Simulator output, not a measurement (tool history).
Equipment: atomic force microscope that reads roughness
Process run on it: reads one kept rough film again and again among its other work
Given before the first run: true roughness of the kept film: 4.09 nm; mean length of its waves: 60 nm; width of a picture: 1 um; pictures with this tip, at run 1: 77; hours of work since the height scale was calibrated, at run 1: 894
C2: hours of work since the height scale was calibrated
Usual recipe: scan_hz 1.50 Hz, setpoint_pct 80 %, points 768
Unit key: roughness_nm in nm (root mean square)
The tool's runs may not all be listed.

{"run": 1, "day": 0.0, "scan_hz": 1.5, "setpoint_pct": 80, "points": 768, "pictures with this tip": 77, "C2": 894, "roughness_nm": 3.551}
{"run": 2, "day": 1.817, "scan_hz": 1.5, "setpoint_pct": 80, "points": 768, "pictures with this tip": 146, "C2": 924, "roughness_nm": 3.556}
{"run": 3, "day": 2.983, "scan_hz": 1.5, "setpoint_pct": 80, "points": 768, "pictures with this tip": 191, "C2": 944, "roughness_nm": 3.557}
{"day": 4.196, "done": "new tip fitted"}
{"run": 4, "day": 4.846, "scan_hz": 1.5, "setpoint_pct": 59, "points": 768, "pictures with this tip": 25, "C2": 974, "roughness_nm": 3.865}
{"run": 5, "day": 5.904, "scan_hz": 1.5, "setpoint_pct": 80, "points": 768, "pictures with this tip": 65, "C2": 991, "roughness_nm": 3.559}
{"run": 6, "day": 7.429, "scan_hz": 1.5, "setpoint_pct": 80, "points": 768, "pictures with this tip": 124, "C2": 1017, "roughness_nm": 3.548}
{"run": 7, "day": 9.458, "scan_hz": 1.5, "setpoint_pct": 61, "points": 554, "pictures with this tip": 201, "C2": 1050, "roughness_nm": 3.829}
{"day": 10.483, "done": "new tip fitted"}
{"run": 8, "day": 11.088, "scan_hz": 1.5, "setpoint_pct": 66, "points": 634, "pictures with this tip": 23, "C2": 1077, "roughness_nm": 3.787}

Run 9 comes next. What will it give?
{"run": 9, "day": 12.983, "scan_hz": 2.29, "setpoint_pct": 68, "points": 379, "pictures with this tip": 96, "C2": 1108, "roughness_nm": "?"}

{"run 9": {"roughness_nm": 3.612}}
Had the tool carried no hidden state, the very same run would have given roughness_nm 3.612 nm (root mean square).
